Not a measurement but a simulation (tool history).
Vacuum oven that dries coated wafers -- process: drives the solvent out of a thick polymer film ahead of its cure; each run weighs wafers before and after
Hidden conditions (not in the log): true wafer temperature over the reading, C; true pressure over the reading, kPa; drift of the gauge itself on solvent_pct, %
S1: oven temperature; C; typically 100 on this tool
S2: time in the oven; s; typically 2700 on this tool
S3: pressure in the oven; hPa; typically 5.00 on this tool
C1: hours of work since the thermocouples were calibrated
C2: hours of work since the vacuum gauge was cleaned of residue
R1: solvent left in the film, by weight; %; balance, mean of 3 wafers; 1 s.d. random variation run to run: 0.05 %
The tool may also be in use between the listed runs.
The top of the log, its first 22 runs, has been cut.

| run | day | S1 | S2 | S3 | C1 | C2 | R1 |
|---|---|---|---|---|---|---|---|
| 23 | 57.017 | 93 | 2820 | 9.18 | 48 | 980 | 7.86 |
| 24 | 58.762 | 114 | 1800 | 4.07 | 65 | 996 | 1.81 |
| 25 | 61.229 | 100 | 2160 | 7.40 | 89 | 1020 | 6.01 |
| 26 | 63.854 | 106 | 1320 | 11.33 | 114 | 1046 | 6.62 |
| 27 | 65.796 | 100 | 1320 | 5.00 | 133 | 1065 | 8.84 |
| 28 | 67.888 | 90 | 3180 | 5.00 | 153 | 1085 | 8.25 |
| 29 | 69.504 | 100 | 1440 | 5.00 | 169 | 1101 | 8.34 |
| 30 | 72.346 | 100 | 2700 | 15.45 | 197 | 1128 | 5.53 |
| 31 | 74.138 | 100 | 2700 | 15.45 | 214 | 1146 | 5.39 |
| 32 | 76.771 | 90 | 1560 | 3.46 | 240 | 1171 | 11.51 |
| 33 | 79.204 | 104 | 1560 | 3.46 | 263 | 1195 | 6.18 |
| 34 | 82.204 | 104 | 1560 | 3.46 | 292 | 1224 | 6.18 |
| 35 | 84.283 | 99 | 1560 | 3.46 | 312 | 1244 | 8.37 |
| 36 | 87.838 | 100 | 4440 | 2.95 | 347 | 1279 | 2.36 |
| 37 | 89.608 | 91 | 1440 | 5.86 | 364 | 1296 | 12.07 |
| 38 | 92.488 | 91 | 1440 | 9.15 | 392 | 1324 | 12.05 |

What if the next run were any one of these 4? Each begins from the tool's condition after run 38:
| A | 94.071 | 87 | 1860 | 2.88 | 407 | 1339 | ? |
| B | 94.071 | 102 | 2700 | 5.00 | 407 | 1339 | ? |
| C | 94.071 | 90 | 2220 | 7.14 | 407 | 1339 | ? |
| D | 94.071 | 114 | 2100 | 5.00 | 407 | 1339 | ? |

| run | R1 |
|---|---|
| A | 12.07 |
| B | 4.14 |
| C | 10.60 |
| D | 1.52 |
Without the tool's unlogged condition, the same runs would have read:
| run | R1 |
|---|---|
| A | 11.88 |
| B | 3.94 |
| C | 10.40 |
| D | 1.36 |
